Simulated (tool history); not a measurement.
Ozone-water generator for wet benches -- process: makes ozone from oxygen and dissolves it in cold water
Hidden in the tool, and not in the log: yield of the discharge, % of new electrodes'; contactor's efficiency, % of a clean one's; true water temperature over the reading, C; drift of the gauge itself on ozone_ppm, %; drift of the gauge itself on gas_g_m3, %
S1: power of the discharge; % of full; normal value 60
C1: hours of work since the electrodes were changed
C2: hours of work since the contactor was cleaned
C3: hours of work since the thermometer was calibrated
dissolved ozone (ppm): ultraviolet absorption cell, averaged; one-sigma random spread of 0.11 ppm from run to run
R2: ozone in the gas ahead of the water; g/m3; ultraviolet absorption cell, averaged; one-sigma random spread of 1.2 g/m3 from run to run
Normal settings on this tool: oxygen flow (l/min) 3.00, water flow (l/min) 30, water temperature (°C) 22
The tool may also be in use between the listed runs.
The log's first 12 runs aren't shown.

{"run": 13, "hour": 1038.2, "S1": 60, "oxygen flow (l/min)": 3.0, "water flow (l/min)": 24, "water temperature (°C)": 22, "C1": 2702, "C2": 3994, "C3": 291, "dissolved ozone (ppm)": 11.1, "R2": 217.2}
{"run": 14, "hour": 1110.3, "S1": 60, "oxygen flow (l/min)": 3.0, "water flow (l/min)": 24, "water temperature (°C)": 22, "C1": 2749, "C2": 4042, "C3": 338, "dissolved ozone (ppm)": 10.8, "R2": 217.1}
{"run": 15, "hour": 1189.3, "S1": 60, "oxygen flow (l/min)": 3.0, "water flow (l/min)": 24, "water temperature (°C)": 22, "C1": 2801, "C2": 4093, "C3": 390, "dissolved ozone (ppm)": 11.0, "R2": 217.1}
{"run": 16, "hour": 1262.1, "S1": 60, "oxygen flow (l/min)": 3.0, "water flow (l/min)": 30, "water temperature (°C)": 22, "C1": 2848, "C2": 4141, "C3": 438, "dissolved ozone (ppm)": 8.7, "R2": 217.1}
{"run": 17, "hour": 1356.2, "S1": 60, "oxygen flow (l/min)": 3.0, "water flow (l/min)": 30, "water temperature (°C)": 22, "C1": 2910, "C2": 4203, "C3": 499, "dissolved ozone (ppm)": 8.9, "R2": 217.3}
{"run": 18, "hour": 1462.0, "S1": 60, "oxygen flow (l/min)": 3.0, "water flow (l/min)": 41, "water temperature (°C)": 29, "C1": 2979, "C2": 4272, "C3": 569, "dissolved ozone (ppm)": 6.1, "R2": 218.2}
{"hour": 1473.1, "done": "contactor cleaned"}
{"run": 19, "hour": 1572.6, "S1": 59, "oxygen flow (l/min)": 3.47, "water flow (l/min)": 34, "water temperature (°C)": 28, "C1": 3049, "C2": 65, "C3": 638, "dissolved ozone (ppm)": 7.7, "R2": 198.5}
{"run": 20, "hour": 1689.1, "S1": 76, "oxygen flow (l/min)": 5.31, "water flow (l/min)": 30, "water temperature (°C)": 22, "C1": 3125, "C2": 141, "C3": 715, "dissolved ozone (ppm)": 11.4, "R2": 199.1}
{"hour": 1785.0, "done": "contactor cleaned, once more"}
{"run": 21, "hour": 1808.8, "S1": 60, "oxygen flow (l/min)": 3.0, "water flow (l/min)": 30, "water temperature (°C)": 21, "C1": 3201, "C2": 16, "C3": 790, "dissolved ozone (ppm)": 9.0, "R2": 215.3}
{"run": 22, "hour": 1877.8, "S1": 60, "oxygen flow (l/min)": 3.0, "water flow (l/min)": 30, "water temperature (°C)": 21, "C1": 3246, "C2": 61, "C3": 836, "dissolved ozone (ppm)": 9.1, "R2": 215.5}
{"run": 23, "hour": 1980.5, "S1": 60, "oxygen flow (l/min)": 1.92, "water flow (l/min)": 34, "water temperature (°C)": 14, "C1": 3313, "C2": 128, "C3": 903, "dissolved ozone (ppm)": 7.3, "R2": 266.2}
{"run": 24, "hour": 2035.4, "S1": 60, "oxygen flow (l/min)": 2.14, "water flow (l/min)": 30, "water temperature (°C)": 23, "C1": 3349, "C2": 164, "C3": 939, "dissolved ozone (ppm)": 8.1, "R2": 253.0}
{"run": 25, "hour": 2126.8, "S1": 60, "oxygen flow (l/min)": 2.14, "water flow (l/min)": 30, "water temperature (°C)": 23, "C1": 3409, "C2": 224, "C3": 999, "dissolved ozone (ppm)": 8.3, "R2": 253.8}
{"run": 26, "hour": 2247.7, "S1": 84, "oxygen flow (l/min)": 3.0, "water flow (l/min)": 30, "water temperature (°C)": 22, "C1": 3488, "C2": 303, "C3": 1078, "dissolved ozone (ppm)": 11.7, "R2": 279.2}
{"run": 27, "hour": 2326.3, "S1": 64, "oxygen flow (l/min)": 4.76, "water flow (l/min)": 30, "water temperature (°C)": 20, "C1": 3540, "C2": 354, "C3": 1129, "dissolved ozone (ppm)": 10.6, "R2": 181.8}
{"run": 28, "hour": 2395.2, "S1": 43, "oxygen flow (l/min)": 3.0, "water flow (l/min)": 30, "water temperature (°C)": 24, "C1": 3585, "C2": 400, "C3": 1174, "dissolved ozone (ppm)": 6.9, "R2": 166.2}
{"run": 29, "hour": 2511.5, "S1": 59, "oxygen flow (l/min)": 5.32, "water flow (l/min)": 22, "water temperature (°C)": 29, "C1": 3661, "C2": 476, "C3": 1250, "dissolved ozone (ppm)": 11.6, "R2": 162.2}
{"run": 30, "hour": 2592.5, "S1": 59, "oxygen flow (l/min)": 5.32, "water flow (l/min)": 22, "water temperature (°C)": 29, "C1": 3714, "C2": 529, "C3": 1303, "dissolved ozone (ppm)": 11.4, "R2": 162.9}
{"run": 31, "hour": 2672.7, "S1": 58, "oxygen flow (l/min)": 4.84, "water flow (l/min)": 30, "water temperature (°C)": 22, "C1": 3766, "C2": 581, "C3": 1356, "dissolved ozone (ppm)": 9.6, "R2": 167.3}
{"run": 32, "hour": 2732.6, "S1": 58, "oxygen flow (l/min)": 1.67, "water flow (l/min)": 30, "water temperature (°C)": 21, "C1": 3806, "C2": 620, "C3": 1395, "dissolved ozone (ppm)": 7.1, "R2": 273.5}
{"run": 33, "hour": 2815.2, "S1": 72, "oxygen flow (l/min)": 3.39, "water flow (l/min)": 22, "water temperature (°C)": 16, "C1": 3860, "C2": 674, "C3": 1449, "dissolved ozone (ppm)": 14.7, "R2": 231.5}

Here are 4 independent what-if runs from the current tool condition. What would each one return?
{"run": "A", "hour": 2914.2, "S1": 42, "oxygen flow (l/min)": 3.39, "water flow (l/min)": 22, "water temperature (°C)": 16, "C1": 3924, "C2": 739, "C3": 1514, "dissolved ozone (ppm)": "?", "R2": "?"}
{"run": "B", "hour": 2914.2, "S1": 72, "oxygen flow (l/min)": 3.39, "water flow (l/min)": 25, "water temperature (°C)": 16, "C1": 3924, "C2": 739, "C3": 1514, "dissolved ozone (ppm)": "?", "R2": "?"}
{"run": "C", "hour": 2914.2, "S1": 72, "oxygen flow (l/min)": 1.61, "water flow (l/min)": 22, "water temperature (°C)": 16, "C1": 3924, "C2": 739, "C3": 1514, "dissolved ozone (ppm)": "?", "R2": "?"}
{"run": "D", "hour": 2914.2, "S1": 51, "oxygen flow (l/min)": 3.0, "water flow (l/min)": 30, "water temperature (°C)": 22, "C1": 3924, "C2": 739, "C3": 1514, "dissolved ozone (ppm)": "?", "R2": "?"}

run=A dissolved_ozone_(ppm)=9.8 R2=152.9
run=B dissolved_ozone_(ppm)=13.0 R2=231.8
run=C dissolved_ozone_(ppm)=11.9 R2=325.1
run=D dissolved_ozone_(ppm)=7.7 R2=191.5
What these runs would have given with no unlogged condition in the tool:
run=A dissolved_ozone_(ppm)=10.3 R2=159.0
run=B dissolved_ozone_(ppm)=14.1 R2=247.5
run=C dissolved_ozone_(ppm)=12.8 R2=347.3
run=D dissolved_ozone_(ppm)=8.2 R2=201.0

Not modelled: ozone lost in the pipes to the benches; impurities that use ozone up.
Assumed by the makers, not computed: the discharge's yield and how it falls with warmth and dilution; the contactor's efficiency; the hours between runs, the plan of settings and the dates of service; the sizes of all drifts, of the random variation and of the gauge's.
